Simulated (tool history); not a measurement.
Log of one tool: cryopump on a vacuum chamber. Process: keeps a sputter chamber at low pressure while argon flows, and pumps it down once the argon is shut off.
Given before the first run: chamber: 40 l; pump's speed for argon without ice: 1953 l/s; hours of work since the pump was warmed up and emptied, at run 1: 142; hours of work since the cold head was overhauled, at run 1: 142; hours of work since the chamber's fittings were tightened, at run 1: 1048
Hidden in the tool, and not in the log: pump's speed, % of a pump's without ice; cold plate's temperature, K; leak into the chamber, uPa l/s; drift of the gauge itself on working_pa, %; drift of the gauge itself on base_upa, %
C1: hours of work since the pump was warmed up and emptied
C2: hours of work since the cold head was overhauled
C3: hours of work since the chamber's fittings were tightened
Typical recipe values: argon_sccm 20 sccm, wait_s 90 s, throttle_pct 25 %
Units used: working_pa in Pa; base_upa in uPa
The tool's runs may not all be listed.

{"run": 1, "hour": 0.0, "argon_sccm": 20, "wait_s": 90, "throttle_pct": 25, "C1": 142, "C2": 142, "C3": 1048, "working_pa": 0.0713, "base_upa": 1.84}
{"run": 2, "hour": 40.2, "argon_sccm": 20, "wait_s": 90, "throttle_pct": 25, "C1": 164, "C2": 164, "C3": 1070, "working_pa": 0.0719, "base_upa": 1.89}
{"run": 3, "hour": 79.3, "argon_sccm": 20, "wait_s": 90, "throttle_pct": 31, "C1": 185, "C2": 185, "C3": 1091, "working_pa": 0.0576, "base_upa": 1.95}
{"run": 4, "hour": 153.8, "argon_sccm": 20, "wait_s": 90, "throttle_pct": 25, "C1": 225, "C2": 225, "C3": 1131, "working_pa": 0.0723, "base_upa": 2.02}
{"run": 5, "hour": 215.1, "argon_sccm": 20, "wait_s": 90, "throttle_pct": 25, "C1": 258, "C2": 258, "C3": 1164, "working_pa": 0.0725, "base_upa": 2.04}
{"run": 6, "hour": 263.4, "argon_sccm": 20, "wait_s": 90, "throttle_pct": 25, "C1": 284, "C2": 284, "C3": 1190, "working_pa": 0.0733, "base_upa": 2.12}
{"run": 7, "hour": 298.8, "argon_sccm": 20, "wait_s": 33, "throttle_pct": 25, "C1": 302, "C2": 302, "C3": 1208, "working_pa": 0.0715, "base_upa": 3.41}
{"run": 8, "hour": 339.6, "argon_sccm": 20, "wait_s": 33, "throttle_pct": 25, "C1": 324, "C2": 324, "C3": 1230, "working_pa": 0.0732, "base_upa": 3.51}
{"run": 9, "hour": 396.1, "argon_sccm": 20, "wait_s": 33, "throttle_pct": 25, "C1": 355, "C2": 355, "C3": 1261, "working_pa": 0.0754, "base_upa": 3.58}
{"run": 10, "hour": 426.5, "argon_sccm": 20, "wait_s": 90, "throttle_pct": 25, "C1": 371, "C2": 371, "C3": 1277, "working_pa": 0.0741, "base_upa": 2.29}
{"run": 11, "hour": 472.2, "argon_sccm": 20, "wait_s": 90, "throttle_pct": 25, "C1": 395, "C2": 395, "C3": 1301, "working_pa": 0.0746, "base_upa": 2.31}
{"run": 12, "hour": 505.0, "argon_sccm": 20, "wait_s": 90, "throttle_pct": 25, "C1": 413, "C2": 413, "C3": 1319, "working_pa": 0.0763, "base_upa": 2.45}

Expected results for the next run?
{"run": 13, "hour": 551.3, "argon_sccm": 17, "wait_s": 183, "throttle_pct": 25, "C1": 438, "C2": 438, "C3": 1344, "working_pa": "?", "base_upa": "?"}

working_pa: 0.0643 Pa
base_upa: 2.02 uPa
With the hidden condition absent and the run-to-run variation left alone, this run would have shown working_pa 0.0589 Pa, base_upa 0.53 uPa.

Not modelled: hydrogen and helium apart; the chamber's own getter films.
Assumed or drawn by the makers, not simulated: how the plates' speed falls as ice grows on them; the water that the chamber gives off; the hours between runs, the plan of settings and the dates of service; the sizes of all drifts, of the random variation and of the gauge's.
